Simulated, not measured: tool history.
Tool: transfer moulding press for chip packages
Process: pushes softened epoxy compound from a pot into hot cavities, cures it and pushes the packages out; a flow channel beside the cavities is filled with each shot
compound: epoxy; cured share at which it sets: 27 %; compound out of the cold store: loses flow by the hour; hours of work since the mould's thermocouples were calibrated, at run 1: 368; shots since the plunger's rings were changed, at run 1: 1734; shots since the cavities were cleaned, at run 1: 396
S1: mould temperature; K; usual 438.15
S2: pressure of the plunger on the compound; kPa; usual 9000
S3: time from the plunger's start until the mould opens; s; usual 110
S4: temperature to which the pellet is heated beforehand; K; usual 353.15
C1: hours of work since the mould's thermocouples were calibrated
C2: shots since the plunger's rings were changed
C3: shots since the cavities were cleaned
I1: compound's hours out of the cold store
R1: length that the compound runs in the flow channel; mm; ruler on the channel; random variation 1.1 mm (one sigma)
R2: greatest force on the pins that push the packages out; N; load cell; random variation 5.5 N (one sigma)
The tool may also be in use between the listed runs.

| run | hour | S1 | S2 | S3 | S4 | C1 | C2 | C3 | I1 | R1 | R2 |
|---|---|---|---|---|---|---|---|---|---|---|---|
| 1 | 0 | 438.15 | 9000 | 110 | 353.15 | 368 | 1734 | 396 | 13.9 | 771 | 196 |
|  | 6.4 | cavities cleaned with cleaning compound and waxed |
| 2 | 17.7 | 438.15 | 9000 | 148 | 353.15 | 379 | 1925 | 133 | 36.7 | 722 | 180 |
|  | 46.6 | cavities cleaned with cleaning compound and waxed |
| 3 | 49.3 | 438.15 | 9000 | 110 | 353.15 | 400 | 2281 | 32 | 19.1 | 759 | 187 |
| 4 | 68.2 | 438.15 | 9000 | 110 | 353.15 | 412 | 2504 | 255 | 17.3 | 765 | 194 |
|  | 82.9 | plunger's sealing rings changed |
| 5 | 83 | 438.15 | 9000 | 110 | 353.15 | 421 | 2 | 400 | 26.8 | 744 | 192 |
|  | 89.8 | cavities cleaned with cleaning compound and waxed |
| 6 | 108.6 | 438.15 | 9000 | 127 | 353.15 | 437 | 286 | 221 | 26.2 | 744 | 173 |
|  | 129.5 | cavities cleaned with cleaning compound and waxed |
| 7 | 129.5 | 438.15 | 9000 | 110 | 353.15 | 450 | 516 | 0 | 10.3 | 783 | 182 |
| 8 | 150.9 | 438.15 | 9000 | 110 | 353.15 | 464 | 768 | 252 | 28.5 | 740 | 187 |
|  | 171.3 | cavities cleaned with cleaning compound and waxed |
| 9 | 171.3 | 438.15 | 7540 | 110 | 353.15 | 477 | 992 | 1 | 47.8 | 644 | 186 |
| 10 | 188.8 | 436.15 | 7540 | 110 | 353.15 | 489 | 1198 | 207 | 45.8 | 652 | 190 |
|  | 201.1 | mould's thermocouples calibrated |
|  | 213.2 | cavities cleaned with cleaning compound and waxed |
| 11 | 219.3 | 438.15 | 9000 | 110 | 350.15 | 11 | 1517 | 73 | 40 | 718 | 198 |
| 12 | 246.5 | 438.15 | 9000 | 110 | 350.15 | 30 | 1838 | 394 | 35 | 727 | 197 |
|  | 253.6 | cavities cleaned with cleaning compound and waxed |
| 13 | 264.3 | 445.15 | 9000 | 110 | 353.15 | 41 | 2031 | 127 | 30.5 | 717 | 172 |
| 14 | 285.5 | 445.15 | 9000 | 110 | 353.15 | 55 | 2281 | 377 | 10.1 | 760 | 173 |
|  | 294.1 | cavities cleaned with cleaning compound and waxed |
| 15 | 307.8 | 445.15 | 9000 | 110 | 353.15 | 69 | 2527 | 163 | 22.4 | 734 | 183 |
|  | 321.5 | plunger's sealing rings changed |
| 16 | 329.2 | 430.15 | 9000 | 110 | 351.15 | 82 | 91 | 385 | 37.6 | 749 | 275 |
|  | 338.1 | cavities cleaned with cleaning compound and waxed |
| 17 | 343.9 | 430.15 | 9660 | 110 | 349.15 | 91 | 247 | 68 | 36.3 | 778 | 262 |
| 18 | 360 | 430.15 | 9660 | 130 | 344.15 | 101 | 437 | 258 | 21.6 | 811 | 210 |
| 19 | 374.8 | 430.15 | 9660 | 130 | 344.15 | 111 | 612 | 433 | 44.2 | 762 | 209 |
|  | 378.1 | cavities cleaned with cleaning compound and waxed |
| 20 | 391 | 430.15 | 9660 | 130 | 344.15 | 121 | 785 | 151 | 21.1 | 812 | 221 |
| 21 | 409.1 | 430.15 | 9660 | 130 | 344.15 | 134 | 999 | 365 | 24.8 | 802 | 214 |
|  | 418.9 | cavities cleaned with cleaning compound and waxed |
| 22 | 433.7 | 430.15 | 9660 | 130 | 344.15 | 149 | 1272 | 174 | 22.6 | 809 | 210 |
| 23 | 454.9 | 430.15 | 8710 | 130 | 344.15 | 163 | 1522 | 424 | 24.6 | 762 | 218 |
|  | 458.8 | cavities cleaned with cleaning compound and waxed |
| 24 | 480.3 | 430.15 | 8710 | 120 | 351.15 | 180 | 1804 | 254 | 47.9 | 715 | 223 |
|  | 499.3 | cavities cleaned with cleaning compound and waxed |
| 25 | 508.5 | 430.15 | 8710 | 120 | 351.15 | 198 | 2120 | 110 | 28.9 | 753 | 227 |
| 26 | 534.2 | 445.15 | 10510 | 120 | 351.15 | 215 | 2423 | 413 | 17.8 | 802 | 179 |
|  | 539 | cavities cleaned with cleaning compound and waxed |
|  | 557.5 | plunger's sealing rings changed |
| 27 | 568 | 445.15 | 10510 | 120 | 351.15 | 235 | 124 | 313 | 11.4 | 817 | 184 |

The same runs without the tool's hidden state, with the same run-to-run variation:
The hidden state here: true mould temperature over the reading, C; pressure that reaches the compound, % of what is set; grip of the stained cavities, % over clean ones'; drift of the gauge itself on flow_mm, %; drift of the gauge itself on push_out_n, %.
| run | R2 |
|---|---|
| 1 | 192 |
| 2 | 178 |
| 3 | 187 |
| 4 | 191 |
| 5 | 188 |
| 6 | 170 |
| 7 | 182 |
| 8 | 184 |
| 9 | 185 |
| 10 | 187 |
| 11 | 196 |
| 12 | 193 |
| 13 | 170 |
| 14 | 169 |
| 15 | 181 |
| 16 | 269 |
| 17 | 261 |
| 18 | 207 |
| 19 | 205 |
| 20 | 219 |
| 21 | 210 |
| 22 | 207 |
| 23 | 213 |
| 24 | 220 |
| 25 | 225 |
| 26 | 176 |
| 27 | 180 |
R1: within 1 mm of the measured result in every run.
